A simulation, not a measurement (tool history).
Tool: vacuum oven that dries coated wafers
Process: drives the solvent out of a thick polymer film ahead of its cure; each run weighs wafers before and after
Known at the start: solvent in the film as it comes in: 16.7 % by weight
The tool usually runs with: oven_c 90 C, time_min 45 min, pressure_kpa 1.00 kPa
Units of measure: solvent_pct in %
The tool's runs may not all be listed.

run 1 hour=0.0 | oven_c=90 time_min=45 pressure_kpa=1.00 | solvent_pct=1.02
run 2 hour=20.4 | oven_c=103 time_min=45 pressure_kpa=1.00 | solvent_pct=0.26
run 3 hour=39.8 | oven_c=103 time_min=45 pressure_kpa=0.68 | solvent_pct=0.21
run 4 hour=57.6 | oven_c=103 time_min=45 pressure_kpa=0.68 | solvent_pct=0.21
run 5 hour=69.0 | oven_c=103 time_min=45 pressure_kpa=0.68 | solvent_pct=0.22
run 6 hour=82.0 | oven_c=103 time_min=45 pressure_kpa=0.68 | solvent_pct=0.22
run 7 hour=101.1 | oven_c=103 time_min=45 pressure_kpa=0.68 | solvent_pct=0.21
run 8 hour=120.0 | oven_c=103 time_min=45 pressure_kpa=0.68 | solvent_pct=0.24
run 9 hour=133.0 | oven_c=103 time_min=45 pressure_kpa=0.68 | solvent_pct=0.22
run 10 hour=153.7 | oven_c=103 time_min=45 pressure_kpa=0.68 | solvent_pct=0.21
run 11 hour=178.2 | oven_c=103 time_min=45 pressure_kpa=0.68 | solvent_pct=0.21
run 12 hour=203.6 | oven_c=103 time_min=45 pressure_kpa=0.55 | solvent_pct=0.19
run 13 hour=221.1 | oven_c=103 time_min=45 pressure_kpa=0.55 | solvent_pct=0.19
run 14 hour=234.4 | oven_c=103 time_min=45 pressure_kpa=0.55 | solvent_pct=0.19
run 15 hour=252.9 | oven_c=102 time_min=53 pressure_kpa=0.95 | solvent_pct=0.24
run 16 hour=269.8 | oven_c=102 time_min=53 pressure_kpa=0.95 | solvent_pct=0.24
run 17 hour=296.8 | oven_c=102 time_min=53 pressure_kpa=0.84 | solvent_pct=0.23
run 18 hour=322.3 | oven_c=90 time_min=53 pressure_kpa=0.84 | solvent_pct=0.70
run 19 hour=337.4 | oven_c=84 time_min=63 pressure_kpa=3.22 | solvent_pct=1.74
run 20 hour=364.6 | oven_c=76 time_min=45 pressure_kpa=0.51 | solvent_pct=3.28
run 21 hour=377.0 | oven_c=88 time_min=33 pressure_kpa=1.22 | solvent_pct=2.25
run 22 hour=395.1 | oven_c=77 time_min=29 pressure_kpa=0.54 | solvent_pct=5.10
run 23 hour=420.2 | oven_c=77 time_min=29 pressure_kpa=0.54 | solvent_pct=5.10
run 24 hour=442.7 | oven_c=77 time_min=29 pressure_kpa=0.54 | solvent_pct=5.12
run 25 hour=455.9 | oven_c=86 time_min=54 pressure_kpa=0.54 | solvent_pct=0.96
run 26 hour=468.2 | oven_c=93 time_min=38 pressure_kpa=1.90 | solvent_pct=1.27
run 27 hour=483.9 | oven_c=93 time_min=38 pressure_kpa=1.90 | solvent_pct=1.26
run 28 hour=498.8 | oven_c=93 time_min=38 pressure_kpa=1.90 | solvent_pct=1.26

Forecast each of these 5 alternatives for the next run:
run A hour=524.6 | oven_c=90 time_min=75 pressure_kpa=0.62 | solvent_pct=?
run B hour=524.6 | oven_c=92 time_min=24 pressure_kpa=1.90 | solvent_pct=?
run C hour=524.6 | oven_c=93 time_min=74 pressure_kpa=0.80 | solvent_pct=?
run D hour=524.6 | oven_c=102 time_min=38 pressure_kpa=1.90 | solvent_pct=?
run E hour=524.6 | oven_c=97 time_min=37 pressure_kpa=1.99 | solvent_pct=?

run=A solvent_pct=0.35
run=B solvent_pct=2.86
run=C solvent_pct=0.29
run=D solvent_pct=0.55
run=E solvent_pct=0.93
Without the tool's hidden state the same runs would have given:
run=A solvent_pct=0.28
run=B solvent_pct=2.87
run=C solvent_pct=0.23
run=D solvent_pct=0.52
run=E solvent_pct=0.90

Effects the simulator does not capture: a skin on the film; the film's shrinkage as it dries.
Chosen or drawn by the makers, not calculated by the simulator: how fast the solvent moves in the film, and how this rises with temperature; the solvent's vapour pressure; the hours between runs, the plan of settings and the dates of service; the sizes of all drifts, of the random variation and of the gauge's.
